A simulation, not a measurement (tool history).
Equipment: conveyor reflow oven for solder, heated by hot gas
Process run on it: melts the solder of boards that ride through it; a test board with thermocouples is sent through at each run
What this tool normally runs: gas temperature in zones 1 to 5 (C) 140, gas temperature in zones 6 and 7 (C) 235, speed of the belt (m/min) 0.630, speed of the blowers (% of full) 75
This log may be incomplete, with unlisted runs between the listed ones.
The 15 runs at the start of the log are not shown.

run   hour  gas temperature in zones 1 to 5 (C)  gas temperature in zones 6 and 7 (C)  speed of the belt (m/min)  speed of the blowers (% of full)  hours of work since the flux was cleaned out  hours of work since the belt drive was overhauled  hours of work since the thermocouples were changed  highest temperature of the board (C)  time above the solder's melting point (s)
 16  500.1                                  151                                   235                      0.594                                78                                            24                                                 21                                                 299                                 223.7                                       62.0
 17  523.8                                  151                                   225                      0.594                                78                                            35                                                 33                                                 310                                 214.8                                       56.5
 18  558.5                                  155                                   244                      0.642                                74                                            52                                                 50                                                 327                                 229.3                                       61.3
 19  583.6                                  140                                   241                      0.751                                75                                            64                                                 62                                                 339                                 218.2                                       42.1
 20  626.1                                  130                                   235                      0.695                                55                                            85                                                 82                                                 360                                 208.9                                       35.9
 21  654.4                                  149                                   235                      0.652                                67                                            98                                                 96                                                 374                                 218.9                                       52.4
 22  692.2                                  149                                   235                      0.673                                67                                           117                                                114                                                 392                                 217.6                                       50.0
 23  717.3                                  149                                   235                      0.673                                67                                           129                                                127                                                 404                                 217.6                                       50.0
 24  748.5                                  152                                   235                      0.588                                67                                           144                                                142                                                 419                                 222.3                                       62.4
 25  777.4                                  152                                   235                      0.588                                67                                           158                                                156                                                 433                                 222.4                                       62.3
 26  815.7                                  140                                   249                      0.704                                69                                           177                                                174                                                 452                                 226.2                                       49.7
 27  837.6                                  150                                   235                      0.630                                55                                           187                                                185                                                 462                                 217.3                                       53.5
 28  867.1                                  140                                   235                      0.630                                62                                           202                                                199                                                 477                                 217.3                                       49.9
 29  885.8                                  142                                   235                      0.630                                75                                           211                                                208                                                 486                                 219.8                                       52.9
 30  927.3                                  155                                   235                      0.726                                75                                           231                                                228                                                 506                                 218.0                                       48.2

Each row is a separate what-if for the run after 30, all from the same tool condition, not one after another. Results?
  A  958.2                                  128                                   235                      0.607                                75                                           246                                                243                                                 521                                     ?                                          ?
  B  958.2                                  139                                   241                      0.726                                55                                           246                                                243                                                 521                                     ?                                          ?
  C  958.2                                  155                                   235                      0.551                                75                                           246                                                243                                                 521                                     ?                                          ?
  D  958.2                                  140                                   235                      0.523                                66                                           246                                                243                                                 521                                     ?                                          ?

run  highest temperature of the board (C)  time above the solder's melting point (s)
  A                                 218.9                                       49.9
  B                                 214.1                                       40.1
  C                                 225.4                                       69.8
  D                                 223.8                                       66.2
Without the tool's unlogged condition, the same runs would have read:
run  highest temperature of the board (C)  time above the solder's melting point (s)
  A                                 218.3                                       49.6
  B                                 213.7                                       39.8
  C                                 224.4                                       69.1
  D                                 222.8                                       65.6
